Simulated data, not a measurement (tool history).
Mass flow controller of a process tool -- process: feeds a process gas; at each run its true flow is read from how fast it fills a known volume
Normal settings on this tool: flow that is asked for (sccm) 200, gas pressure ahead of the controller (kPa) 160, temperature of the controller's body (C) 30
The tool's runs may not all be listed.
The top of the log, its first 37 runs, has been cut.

run	hour	flow that is asked for (sccm)	gas pressure ahead of the controller (kPa)	temperature of the controller's body (C)	true flow (%)
38	1964.5	125	198	30	99.51
39	2013.8	125	198	32	99.58
40	2050.3	81	273	28	99.58
41	2117.6	134	188	28	99.48
42	2173	134	188	28	99.43
43	2205.3	134	188	28	99.42
44	2238.9	58	274	24	99.39
45	2272.5	58	274	24	99.37
46	2326.4	96	274	24	99.41
47	2399.2	96	274	24	99.39
48	2449	96	274	24	99.41

Branching from run 48: 5 alternative next runs. What would each branch give?
A	2507.1	200	163	40	?
B	2507.1	200	140	30	?
C	2507.1	200	218	30	?
D	2507.1	96	214	30	?
E	2507.1	62	148	35	?

run	true flow (%)
A	99.97
B	99.42
C	99.73
D	99.49
E	99.41
The same runs, with their run-to-run variation unchanged, on a tool lacking any hidden condition would have given:
run	true flow (%)
A	99.97
B	99.42
C	99.72
D	99.49
E	99.4
